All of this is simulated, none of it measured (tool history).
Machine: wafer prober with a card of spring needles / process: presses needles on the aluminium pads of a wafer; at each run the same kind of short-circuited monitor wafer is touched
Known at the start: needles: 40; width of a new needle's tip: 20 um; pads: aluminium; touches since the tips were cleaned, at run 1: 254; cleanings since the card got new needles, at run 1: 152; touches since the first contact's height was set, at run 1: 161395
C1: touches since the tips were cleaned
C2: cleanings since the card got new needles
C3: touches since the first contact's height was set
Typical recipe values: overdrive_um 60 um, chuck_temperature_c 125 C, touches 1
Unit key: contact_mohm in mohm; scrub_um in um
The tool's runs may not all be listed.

run 1 hour=0 | overdrive_um=60 chuck_temperature_c=125 touches=1 | C1=254 C2=152 C3=161395 | contact_mohm=245 scrub_um=12.12
-- hour=4.4 tips cleaned on abrasive film
-- hour=8.9 tips cleaned on abrasive film
-- hour=13.5 height of the first contact set anew
-- hour=14.7 tips cleaned on abrasive film
-- hour=20.3 tips cleaned on abrasive film
-- hour=25.8 tips cleaned on abrasive film
-- hour=31.3 tips cleaned on abrasive film
-- hour=36.8 tips cleaned on abrasive film
-- hour=41.3 tips cleaned on abrasive film
-- hour=46.8 tips cleaned on abrasive film
-- hour=51.3 tips cleaned on abrasive film
-- hour=56.8 tips cleaned on abrasive film
-- hour=61.2 tips cleaned on abrasive film
-- hour=66.8 tips cleaned on abrasive film
run 2 hour=69.8 | overdrive_um=60 chuck_temperature_c=125 touches=1 | C1=1304 C2=165 C3=23594 | contact_mohm=248 scrub_um=12.07
-- hour=72.1 tips cleaned on abrasive film
-- hour=76.5 tips cleaned on abrasive film
-- hour=81 tips cleaned on abrasive film
-- hour=86.5 tips cleaned on abrasive film
-- hour=92 tips cleaned on abrasive film
-- hour=97.6 tips cleaned on abrasive film
-- hour=102 tips cleaned on abrasive film
-- hour=106.5 tips cleaned on abrasive film
run 3 hour=106.5 | overdrive_um=51 chuck_temperature_c=125 touches=1 | C1=0 C2=173 C3=38935 | contact_mohm=249 scrub_um=10.37
-- hour=112 tips cleaned on abrasive film
-- hour=116.5 tips cleaned on abrasive film
-- hour=120.9 tips cleaned on abrasive film
-- hour=126.4 tips cleaned on abrasive film
-- hour=138.4 card fitted with new needles
-- hour=142.9 tips cleaned on abrasive film
-- hour=148.4 tips cleaned on abrasive film
-- hour=153.9 tips cleaned on abrasive film
-- hour=158.4 tips cleaned on abrasive film
run 4 hour=161 | overdrive_um=51 chuck_temperature_c=125 touches=1 | C1=1128 C2=4 C3=9487 | contact_mohm=251 scrub_um=10.37
-- hour=163.3 tips cleaned on abrasive film
-- hour=167.7 tips cleaned on abrasive film
-- hour=172.2 tips cleaned on abrasive film
-- hour=177.7 tips cleaned on abrasive film
-- hour=183.3 tips cleaned on abrasive film
-- hour=188.8 tips cleaned on abrasive film
-- hour=194.3 tips cleaned on abrasive film
-- hour=199.8 tips cleaned on abrasive film
-- hour=204.3 tips cleaned on abrasive film
-- hour=209.8 tips cleaned on abrasive film
-- hour=214.3 tips cleaned on abrasive film
-- hour=219.8 tips cleaned on abrasive film
-- hour=225.3 tips cleaned on abrasive film
-- hour=230.9 tips cleaned on abrasive film
run 5 hour=235 | overdrive_um=79 chuck_temperature_c=125 touches=1 | C1=1761 C2=18 C3=40502 | contact_mohm=242 scrub_um=16
-- hour=236.2 tips cleaned on abrasive film
-- hour=240.6 tips cleaned on abrasive film
-- hour=246.1 tips cleaned on abrasive film
-- hour=251.7 tips cleaned on abrasive film
-- hour=257.2 tips cleaned on abrasive film
-- hour=262.7 tips cleaned on abrasive film
-- hour=267.2 tips cleaned on abrasive film
-- hour=271.6 tips cleaned on abrasive film
-- hour=277.1 tips cleaned on abrasive film
-- hour=282.7 tips cleaned on abrasive film
-- hour=287.1 tips cleaned on abrasive film
run 6 hour=289.1 | overdrive_um=60 chuck_temperature_c=125 touches=1 | C1=851 C2=29 C3=63180 | contact_mohm=251 scrub_um=12.12
-- hour=292.5 tips cleaned on abrasive film
-- hour=298 tips cleaned on abrasive film
-- hour=302.4 tips cleaned on abrasive film
-- hour=308 tips cleaned on abrasive film
-- hour=313.5 tips cleaned on abrasive film
-- hour=319 tips cleaned on abrasive film
-- hour=323.5 tips cleaned on abrasive film
-- hour=329 tips cleaned on abrasive film
-- hour=333.5 tips cleaned on abrasive film
-- hour=337.9 tips cleaned on abrasive film
-- hour=343.4 tips cleaned on abrasive film
-- hour=349 tips cleaned on abrasive film
-- hour=353.4 tips cleaned on abrasive film
-- hour=357.9 tips cleaned on abrasive film
-- hour=363.4 tips cleaned on abrasive film
-- hour=368.9 tips cleaned on abrasive film
run 7 hour=372.6 | overdrive_um=48 chuck_temperature_c=125 touches=1 | C1=1582 C2=45 C3=98197 | contact_mohm=253 scrub_um=9.7
-- hour=373.8 tips cleaned on abrasive film
-- hour=379.3 tips cleaned on abrasive film
-- hour=384.9 tips cleaned on abrasive film
-- hour=389.3 tips cleaned on abrasive film
-- hour=394.8 tips cleaned on abrasive film
-- hour=399.3 tips cleaned on abrasive film
-- hour=404.8 tips cleaned on abrasive film
-- hour=409.3 tips cleaned on abrasive film
-- hour=414.8 tips cleaned on abrasive film
-- hour=420.3 tips cleaned on abrasive film
-- hour=425.8 tips cleaned on abrasive film
-- hour=431.4 tips cleaned on abrasive film
run 8 hour=433.7 | overdrive_um=60 chuck_temperature_c=28 touches=1 | C1=1005 C2=57 C3=123815 | contact_mohm=223 scrub_um=12.18
-- hour=436 tips cleaned on abrasive film
-- hour=441.5 tips cleaned on abrasive film
-- hour=447.1 tips cleaned on abrasive film
-- hour=452.6 tips cleaned on abrasive film
-- hour=457 tips cleaned on abrasive film
-- hour=461.5 tips cleaned on abrasive film
-- hour=467 tips cleaned on abrasive film
-- hour=471.5 tips cleaned on abrasive film
-- hour=475.9 tips cleaned on abrasive film
run 9 hour=480 | overdrive_um=60 chuck_temperature_c=37 touches=3 | C1=1740 C2=66 C3=143207 | contact_mohm=228 scrub_um=12.04
-- hour=481.2 tips cleaned on abrasive film
-- hour=485.6 tips cleaned on abrasive film
-- hour=490.1 tips cleaned on abrasive film
-- hour=494.5 tips cleaned on abrasive film
-- hour=500 tips cleaned on abrasive film
-- hour=505.6 tips cleaned on abrasive film
-- hour=511.1 tips cleaned on abrasive film
-- hour=515.5 tips cleaned on abrasive film
-- hour=521.1 tips cleaned on abrasive film
-- hour=526.6 tips cleaned on abrasive film
-- hour=532.1 tips cleaned on abrasive film
-- hour=536.6 tips cleaned on abrasive film
-- hour=538 height of the first contact set anew
-- hour=541.3 tips cleaned on abrasive film
run 10 hour=541.4 | overdrive_um=71 chuck_temperature_c=125 touches=2 | C1=19 C2=79 C3=1413 | contact_mohm=248 scrub_um=14.32
-- hour=545.8 tips cleaned on abrasive film
-- hour=551.3 tips cleaned on abrasive film
-- hour=556.9 tips cleaned on abrasive film
-- hour=562.4 tips cleaned on abrasive film
-- hour=566.8 tips cleaned on abrasive film
-- hour=571.3 tips cleaned on abrasive film
-- hour=576.8 tips cleaned on abrasive film
-- hour=582.4 tips cleaned on abrasive film
run 11 hour=584.8 | overdrive_um=71 chuck_temperature_c=125 touches=2 | C1=1026 C2=87 C3=19622 | contact_mohm=248 scrub_um=14.33
-- hour=587 tips cleaned on abrasive film
-- hour=591.5 tips cleaned on abrasive film
-- hour=597 tips cleaned on abrasive film
-- hour=602.5 tips cleaned on abrasive film
-- hour=608.1 tips cleaned on abrasive film
-- hour=613.6 tips cleaned on abrasive film
-- hour=619.1 tips cleaned on abrasive film
-- hour=623.6 tips cleaned on abrasive film
-- hour=629.1 tips cleaned on abrasive film
-- hour=634.6 tips cleaned on abrasive film
-- hour=640.2 tips cleaned on abrasive film
-- hour=645.7 tips cleaned on abrasive film
run 12 hour=647.2 | overdrive_um=60 chuck_temperature_c=124 touches=1 | C1=649 C2=99 C3=45812 | contact_mohm=249 scrub_um=12.23
-- hour=650.6 tips cleaned on abrasive film
-- hour=656.1 tips cleaned on abrasive film
-- hour=660.5 tips cleaned on abrasive film
-- hour=666.1 tips cleaned on abrasive film
-- hour=670.5 tips cleaned on abrasive film
-- hour=676 tips cleaned on abrasive film
-- hour=681.6 tips cleaned on abrasive film
-- hour=687.1 tips cleaned on abrasive film
-- hour=692.6 tips cleaned on abrasive film
-- hour=697.1 tips cleaned on abrasive film
-- hour=701.5 tips cleaned on abrasive film
run 13 hour=701.6 | overdrive_um=60 chuck_temperature_c=41 touches=2 | C1=43 C2=110 C3=68609 | contact_mohm=228 scrub_um=12.16
-- hour=706.1 tips cleaned on abrasive film
-- hour=711.6 tips cleaned on abrasive film
-- hour=717.1 tips cleaned on abrasive film
-- hour=722.7 tips cleaned on abrasive film
-- hour=728.2 tips cleaned on abrasive film
-- hour=733.7 tips cleaned on abrasive film
-- hour=739.3 tips cleaned on abrasive film
-- hour=744.8 tips cleaned on abrasive film
-- hour=749.2 tips cleaned on abrasive film
-- hour=754.8 tips cleaned on abrasive film
-- hour=759.2 tips cleaned on abrasive film
-- hour=764.7 tips cleaned on abrasive film
-- hour=770.3 tips cleaned on abrasive film
run 14 hour=772.2 | overdrive_um=60 chuck_temperature_c=41 touches=2 | C1=823 C2=123 C3=98231 | contact_mohm=230 scrub_um=12.12
-- hour=775.6 tips cleaned on abrasive film
-- hour=780 tips cleaned on abrasive film
-- hour=784.5 tips cleaned on abrasive film
-- hour=790 tips cleaned on abrasive film
-- hour=795.5 tips cleaned on abrasive film
-- hour=801 tips cleaned on abrasive film
-- hour=805.5 tips cleaned on abrasive film
-- hour=811 tips cleaned on abrasive film
-- hour=815.5 tips cleaned on abrasive film
-- hour=819.9 tips cleaned on abrasive film
-- hour=825.4 tips cleaned on abrasive film
-- hour=831 tips cleaned on abrasive film
-- hour=835.4 tips cleaned on abrasive film
-- hour=840.9 tips cleaned on abrasive film
-- hour=846.5 tips cleaned on abrasive film
-- hour=852 tips cleaned on abrasive film
-- hour=856.4 tips cleaned on abrasive film
run 15 hour=856.8 | overdrive_um=73 chuck_temperature_c=125 touches=2 | C1=131 C2=140 C3=133654 | contact_mohm=251 scrub_um=14.91
-- hour=861.2 tips cleaned on abrasive film
-- hour=865.6 tips cleaned on abrasive film
-- hour=870.1 tips cleaned on abrasive film
-- hour=875.6 tips cleaned on abrasive film
-- hour=880.1 tips cleaned on abrasive film
-- hour=885.6 tips cleaned on abrasive film
-- hour=891.1 tips cleaned on abrasive film
run 16 hour=891.1 | overdrive_um=69 chuck_temperature_c=62 touches=2 | C1=0 C2=147 C3=148022 | contact_mohm=230 scrub_um=14.11

What if the next run were any one of these 3? Each begins from the tool's condition after run 16:
-- hour=896.6 tips cleaned on abrasive film
-- hour=902.1 tips cleaned on abrasive film
-- hour=906.6 tips cleaned on abrasive film
-- hour=912.1 tips cleaned on abrasive film
-- hour=917.6 tips cleaned on abrasive film
-- hour=922.1 tips cleaned on abrasive film
-- hour=926.5 tips cleaned on abrasive film
-- hour=932 tips cleaned on abrasive film
-- hour=936.7 height of the first contact set anew
-- hour=937.9 tips cleaned on abrasive film
-- hour=943.4 tips cleaned on abrasive film
run A hour=943.7 | overdrive_um=69 chuck_temperature_c=77 touches=2 | C1=124 C2=157 C3=2911 | contact_mohm=? scrub_um=?
-- hour=896.6 tips cleaned on abrasive film
-- hour=902.1 tips cleaned on abrasive film
-- hour=906.6 tips cleaned on abrasive film
-- hour=912.1 tips cleaned on abrasive film
-- hour=917.6 tips cleaned on abrasive film
-- hour=922.1 tips cleaned on abrasive film
-- hour=926.5 tips cleaned on abrasive film
-- hour=932 tips cleaned on abrasive film
-- hour=936.7 height of the first contact set anew
-- hour=937.9 tips cleaned on abrasive film
-- hour=943.4 tips cleaned on abrasive film
run B hour=943.7 | overdrive_um=43 chuck_temperature_c=125 touches=1 | C1=124 C2=157 C3=2911 | contact_mohm=? scrub_um=?
-- hour=896.6 tips cleaned on abrasive film
-- hour=902.1 tips cleaned on abrasive film
-- hour=906.6 tips cleaned on abrasive film
-- hour=912.1 tips cleaned on abrasive film
-- hour=917.6 tips cleaned on abrasive film
-- hour=922.1 tips cleaned on abrasive film
-- hour=926.5 tips cleaned on abrasive film
-- hour=932 tips cleaned on abrasive film
-- hour=936.7 height of the first contact set anew
-- hour=937.9 tips cleaned on abrasive film
-- hour=943.4 tips cleaned on abrasive film
run C hour=943.7 | overdrive_um=60 chuck_temperature_c=125 touches=1 | C1=124 C2=157 C3=2911 | contact_mohm=? scrub_um=?

run=A contact_mohm=237 scrub_um=14.01
run=B contact_mohm=255 scrub_um=8.77
run=C contact_mohm=249 scrub_um=12.08
Without the tool's unlogged condition, the same runs would have read:
run=A contact_mohm=237 scrub_um=14.01
run=B contact_mohm=255 scrub_um=8.77
run=C contact_mohm=248 scrub_um=12.08
